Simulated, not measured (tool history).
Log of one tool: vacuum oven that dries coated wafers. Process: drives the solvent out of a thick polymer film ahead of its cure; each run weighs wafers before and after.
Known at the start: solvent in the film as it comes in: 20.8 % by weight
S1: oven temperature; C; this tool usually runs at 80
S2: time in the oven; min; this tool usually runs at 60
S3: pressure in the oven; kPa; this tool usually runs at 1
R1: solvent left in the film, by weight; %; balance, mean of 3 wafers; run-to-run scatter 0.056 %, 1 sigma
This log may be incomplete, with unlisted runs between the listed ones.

run,hour,S1,S2,S3,R1
1,0,80,60,1,3.03
2,25.1,80,60,1,3.17
3,51,80,60,1,3.08
4,68.4,80,60,1,3.09
5,97,80,60,1,3
6,109.9,80,60,0.63,2.69
7,138.6,80,60,1,3.09
8,162.3,80,59,1,3.17
9,179,86,59,1,1.57
10,196.6,86,59,1.22,1.73
11,216.8,86,59,1.22,1.86
12,245.4,80,60,1,3.16
13,258.1,80,60,1.86,4.23
14,278.3,80,60,1,3.21
15,291.1,80,60,1,3.2
16,310,80,60,1,3.16
17,337.6,80,60,1,3.24
18,364.3,80,60,1,3.22
19,377.2,80,60,1,3.22
# hour 380.4: vacuum gauge cleaned of residue and calibrated
20,399.9,71,46,0.52,8.55
21,415.1,71,46,0.52,8.36
22,433.6,71,46,0.52,8.5
23,452.2,71,46,0.52,8.49
24,471.9,71,39,2.55,11.42
25,488.9,80,32,3.99,9.32
26,507.6,80,32,3.99,9.12
# hour 519.6: vacuum gauge cleaned of residue and calibrated, once more
27,535.8,80,32,3.99,8.94
28,556.8,77,76,0.74,2.94
29,574.5,93,81,0.7,0.51
30,598.2,93,81,0.7,0.59
31,623.3,78,60,1,3.94
32,637.1,78,60,1,3.89
33,660.8,78,60,1,3.93
34,680.5,69,65,1.8,8.95
# hour 698.8: oven's thermocouples calibrated
35,706.8,94,33,1.8,1.54

What if the next run were any one of these 3? Each begins from the tool's condition after run 35:
A,729.8,80,80,0.78,?
B,729.8,94,33,0.95,?
C,729.8,91,35,2.64,?

run,R1
A,1.51
B,0.97
C,2.44
What these runs would have given with no unlogged condition in the tool:
run,R1
A,1.5
B,0.96
C,2.44
